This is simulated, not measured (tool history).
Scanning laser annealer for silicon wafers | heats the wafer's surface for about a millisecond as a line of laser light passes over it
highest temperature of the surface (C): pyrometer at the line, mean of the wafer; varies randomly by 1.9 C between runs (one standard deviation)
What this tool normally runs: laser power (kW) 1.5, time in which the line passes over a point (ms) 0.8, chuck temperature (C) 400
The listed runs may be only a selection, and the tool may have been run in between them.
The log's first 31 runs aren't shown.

| run | day | laser power (kW) | time in which the line passes over a point (ms) | chuck temperature (C) | highest temperature of the surface (C) |
|---|---|---|---|---|---|
| 32 | 16.283 | 1.5 | 0.8 | 390 | 1148 |
| 33 | 16.867 | 1.622 | 0.707 | 435 | 1206 |
| 34 | 17.508 | 1.378 | 0.572 | 400 | 963 |
| 35 | 17.829 | 1.5 | 0.989 | 400 | 1258 |
| 36 | 18.517 | 1.326 | 0.794 | 392 | 1040 |
| 37 | 19.233 | 1.326 | 0.794 | 392 | 1040 |
| 38 | 19.721 | 1.5 | 0.575 | 369 | 995 |
| 39 | 20.462 | 1.563 | 0.928 | 393 | 1257 |
| 40 | 21.012 | 1.522 | 0.645 | 415 | 1089 |
| 41 | 21.712 | 1.522 | 0.645 | 415 | 1091 |

Predict each of these 3 candidate next runs independently; none follows another, all start after run 41:
| A | 22.396 | 1.433 | 0.645 | 436 | ? |
| B | 22.396 | 1.3 | 0.789 | 424 | ? |
| C | 22.396 | 1.625 | 0.645 | 415 | ? |

| run | highest temperature of the surface (C) |
|---|---|
| A | 1064 |
| B | 1057 |
| C | 1145 |
Without the tool's hidden state the same runs would have given:
| run | highest temperature of the surface (C) |
|---|---|
| A | 1095 |
| B | 1087 |
| C | 1180 |
